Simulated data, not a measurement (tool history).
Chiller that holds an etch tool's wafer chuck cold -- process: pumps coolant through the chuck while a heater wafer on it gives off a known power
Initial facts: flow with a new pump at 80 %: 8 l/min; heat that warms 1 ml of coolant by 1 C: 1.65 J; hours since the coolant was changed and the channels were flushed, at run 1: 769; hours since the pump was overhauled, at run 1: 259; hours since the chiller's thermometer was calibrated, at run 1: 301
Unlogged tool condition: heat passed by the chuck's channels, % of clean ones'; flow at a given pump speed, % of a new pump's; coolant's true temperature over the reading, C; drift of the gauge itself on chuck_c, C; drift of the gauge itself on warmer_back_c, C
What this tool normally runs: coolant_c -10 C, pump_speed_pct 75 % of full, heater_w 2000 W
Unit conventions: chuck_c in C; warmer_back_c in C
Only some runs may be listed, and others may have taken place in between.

run	day	coolant_c	pump_speed_pct	heater_w	hours since the coolant was changed and the channels were flushed	hours since the pump was overhauled	hours since the chiller's thermometer was calibrated	chuck_c	warmer_back_c
1	0.000	-10	75	2000	769	259	301	8.2	9.78
2	0.579	-10	75	2000	783	273	315	8.0	9.75
3	1.750	-10	75	2000	811	301	343	8.3	9.77
4	2.788	-10	83	2000	836	326	368	7.1	8.78
5	3.883	-10	83	2000	863	353	394	7.0	8.79
6	4.804	-10	75	2000	885	375	416	8.1	9.78
7	5.638	-10	75	2000	905	395	436	8.3	9.68
8	6.871	-10	75	2000	934	424	466	8.4	9.75
9	7.992	-10	75	2000	961	451	493	8.3	9.82
10	8.996	-10	75	2069	985	475	517	9.0	10.11
11	10.004	-7	75	2069	1009	499	541	12.0	10.07
12	10.646	-10	75	2000	1025	515	557	8.4	9.84
13	11.738	-10	75	2000	1051	541	583	8.4	9.83
# day 11.862: chiller's thermometer calibrated
14	12.921	-10	75	2000	1078	568	25	8.6	9.86
15	14.029	-10	75	2000	1105	595	52	8.5	9.82
# day 14.454: chiller's thermometer calibrated, once more
16	15.167	-1	97	2189	1131	621	17	16.1	8.27
17	15.688	-10	92	2321	1144	634	30	8.8	9.20
18	16.333	-15	69	1111	1159	649	45	-4.3	6.01
19	17.054	-15	69	1111	1177	667	62	-4.4	5.95
20	17.800	-1	69	1496	1195	685	80	13.7	8.06
21	18.354	-1	64	1496	1208	698	94	14.2	8.65
22	19.408	-10	75	1166	1233	723	119	0.8	5.68
23	20.288	-10	75	1166	1254	744	140	1.0	5.77
24	21.296	-6	64	1304	1278	768	164	7.5	7.59

Here are 4 independent what-if runs from the current tool condition. What would each one return?
A	21.838	-8	64	1304	1291	781	177	?	?
B	21.838	-15	93	2991	1291	781	177	?	?
C	21.838	-6	85	2550	1291	781	177	?	?
D	21.838	-10	75	1566	1291	781	177	?	?

run	chuck_c	warmer_back_c
A	5.4	7.64
B	9.1	11.76
C	15.9	11.08
D	4.7	7.70
Stripped of hidden state, with their random variation kept, the same runs would have yielded:
run	chuck_c	warmer_back_c
A	4.8	7.50
B	7.8	11.54
C	14.7	10.88
D	4.0	7.56
